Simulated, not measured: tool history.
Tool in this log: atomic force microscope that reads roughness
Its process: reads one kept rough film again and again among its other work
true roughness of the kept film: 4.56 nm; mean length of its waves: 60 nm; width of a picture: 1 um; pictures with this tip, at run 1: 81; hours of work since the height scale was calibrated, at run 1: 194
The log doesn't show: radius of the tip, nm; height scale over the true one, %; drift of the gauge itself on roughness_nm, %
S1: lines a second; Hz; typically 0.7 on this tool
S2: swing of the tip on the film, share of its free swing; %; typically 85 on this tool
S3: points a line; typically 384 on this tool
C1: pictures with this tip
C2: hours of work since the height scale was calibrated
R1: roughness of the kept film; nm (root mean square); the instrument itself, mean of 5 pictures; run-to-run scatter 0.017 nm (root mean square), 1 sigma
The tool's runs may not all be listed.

run 1 hour=0 | S1=0.7 S2=85 S3=384 | C1=81 C2=194 | R1=3.805
-- hour=8.3 new tip fitted
run 2 hour=32.7 | S1=0.7 S2=85 S3=384 | C1=53 C2=217 | R1=3.951
-- hour=54 new tip fitted
run 3 hour=61.2 | S1=0.7 S2=85 S3=384 | C1=16 C2=237 | R1=4.108
run 4 hour=85.9 | S1=0.7 S2=72 S3=384 | C1=69 C2=254 | R1=3.929
-- hour=98.8 new tip fitted
run 5 hour=103.5 | S1=0.7 S2=72 S3=384 | C1=10 C2=266 | R1=4.174
run 6 hour=125 | S1=0.7 S2=72 S3=384 | C1=57 C2=282 | R1=3.952
-- hour=143.5 new tip fitted
run 7 hour=144.1 | S1=0.7 S2=85 S3=384 | C1=1 C2=295 | R1=4.163
run 8 hour=169.6 | S1=0.7 S2=85 S3=384 | C1=56 C2=313 | R1=3.889
-- hour=188.4 new tip fitted
run 9 hour=200 | S1=0.7 S2=85 S3=590 | C1=25 C2=334 | R1=4.031
run 10 hour=222.3 | S1=0.7 S2=85 S3=590 | C1=73 C2=350 | R1=3.844
-- hour=233 new tip fitted
run 11 hour=240.8 | S1=0.7 S2=78 S3=384 | C1=16 C2=363 | R1=4.154
run 12 hour=274.8 | S1=0.7 S2=78 S3=384 | C1=89 C2=387 | R1=3.841
-- hour=280.7 new tip fitted
run 13 hour=304 | S1=0.7 S2=78 S3=384 | C1=50 C2=407 | R1=3.962
-- hour=326.9 new tip fitted
run 14 hour=336.3 | S1=0.7 S2=78 S3=384 | C1=20 C2=430 | R1=4.117
run 15 hour=364.2 | S1=0.7 S2=85 S3=384 | C1=80 C2=450 | R1=3.816
-- hour=374.6 new tip fitted
run 16 hour=398 | S1=0.7 S2=85 S3=384 | C1=50 C2=474 | R1=3.888
-- hour=420.9 new tip fitted
run 17 hour=433.5 | S1=0.7 S2=85 S3=384 | C1=27 C2=498 | R1=4.002
run 18 hour=452.9 | S1=0.7 S2=85 S3=384 | C1=69 C2=512 | R1=3.8
-- hour=466.1 new tip fitted
run 19 hour=469.7 | S1=0.7 S2=85 S3=384 | C1=8 C2=524 | R1=4.065
run 20 hour=489.8 | S1=0.7 S2=85 S3=384 | C1=51 C2=538 | R1=3.918
-- hour=513.5 new tip fitted
run 21 hour=513.5 | S1=0.684 S2=85 S3=384 | C1=0 C2=555 | R1=4.101
run 22 hour=542.1 | S1=0.684 S2=85 S3=384 | C1=61 C2=575 | R1=3.905
-- hour=560.4 new tip fitted
run 23 hour=574.6 | S1=0.684 S2=85 S3=384 | C1=30 C2=598 | R1=3.996
-- hour=606.8 new tip fitted
run 24 hour=607.6 | S1=0.684 S2=85 S3=384 | C1=1 C2=621 | R1=4.13
run 25 hour=632.4 | S1=0.684 S2=85 S3=384 | C1=54 C2=638 | R1=3.918
run 26 hour=649.4 | S1=0.684 S2=68 S3=637 | C1=91 C2=650 | R1=3.894
-- hour=653.2 new tip fitted
run 27 hour=671.4 | S1=0.7 S2=70 S3=526 | C1=39 C2=666 | R1=4.007
run 28 hour=697.2 | S1=0.7 S2=70 S3=526 | C1=94 C2=684 | R1=3.826
-- hour=700.8 new tip fitted
run 29 hour=717.8 | S1=2.822 S2=90 S3=772 | C1=36 C2=698 | R1=3.31
-- hour=747.6 new tip fitted
run 30 hour=749.1 | S1=0.7 S2=85 S3=341 | C1=3 C2=720 | R1=4.119
run 31 hour=772.7 | S1=3.177 S2=73 S3=358 | C1=54 C2=737 | R1=3.616
-- hour=792.5 new tip fitted
run 32 hour=802.9 | S1=1.3 S2=80 S3=358 | C1=23 C2=758 | R1=3.937
run 33 hour=822.5 | S1=1.3 S2=80 S3=358 | C1=65 C2=772 | R1=3.744
-- hour=838.1 new tip fitted
run 34 hour=841.1 | S1=1.876 S2=85 S3=261 | C1=6 C2=785 | R1=3.797
run 35 hour=856.1 | S1=1.876 S2=85 S3=261 | C1=39 C2=795 | R1=3.648
-- hour=883.3 new tip fitted
run 36 hour=888.3 | S1=3.961 S2=77 S3=510 | C1=10 C2=818 | R1=3.565
run 37 hour=906.5 | S1=1.883 S2=63 S3=384 | C1=50 C2=831 | R1=3.949
-- hour=930 new tip fitted
run 38 hour=938.9 | S1=0.982 S2=85 S3=658 | C1=19 C2=854 | R1=3.941
run 39 hour=957.6 | S1=1.182 S2=85 S3=571 | C1=59 C2=867 | R1=3.702
-- hour=975 new tip fitted
run 40 hour=975 | S1=0.761 S2=65 S3=434 | C1=0 C2=879 | R1=4.268
run 41 hour=1005.2 | S1=0.793 S2=62 S3=651 | C1=65 C2=900 | R1=3.97
-- hour=1021 new tip fitted
run 42 hour=1026 | S1=0.7 S2=80 S3=300 | C1=10 C2=915 | R1=4.121
run 43 hour=1043.9 | S1=2.221 S2=75 S3=267 | C1=49 C2=927 | R1=3.732
-- hour=1065.9 new tip fitted
run 44 hour=1066.1 | S1=0.846 S2=73 S3=687 | C1=0 C2=943 | R1=4.215
run 45 hour=1085.2 | S1=2.247 S2=85 S3=384 | C1=41 C2=956 | R1=3.551
-- hour=1111.8 new tip fitted
run 46 hour=1115.6 | S1=2.245 S2=86 S3=548 | C1=8 C2=978 | R1=3.677
run 47 hour=1134.4 | S1=2.245 S2=86 S3=548 | C1=49 C2=991 | R1=3.458
-- hour=1156.4 new tip fitted
run 48 hour=1156.4 | S1=2.245 S2=86 S3=548 | C1=0 C2=1006 | R1=3.647

Predict the results of run 49:
run 49 hour=1176.6 | S1=2.496 S2=73 S3=915 | C1=43 C2=1021 | R1=?

R1: 3.73 nm (root mean square)
With no hidden state in the tool, this same run would have given R1 3.984 nm (root mean square).

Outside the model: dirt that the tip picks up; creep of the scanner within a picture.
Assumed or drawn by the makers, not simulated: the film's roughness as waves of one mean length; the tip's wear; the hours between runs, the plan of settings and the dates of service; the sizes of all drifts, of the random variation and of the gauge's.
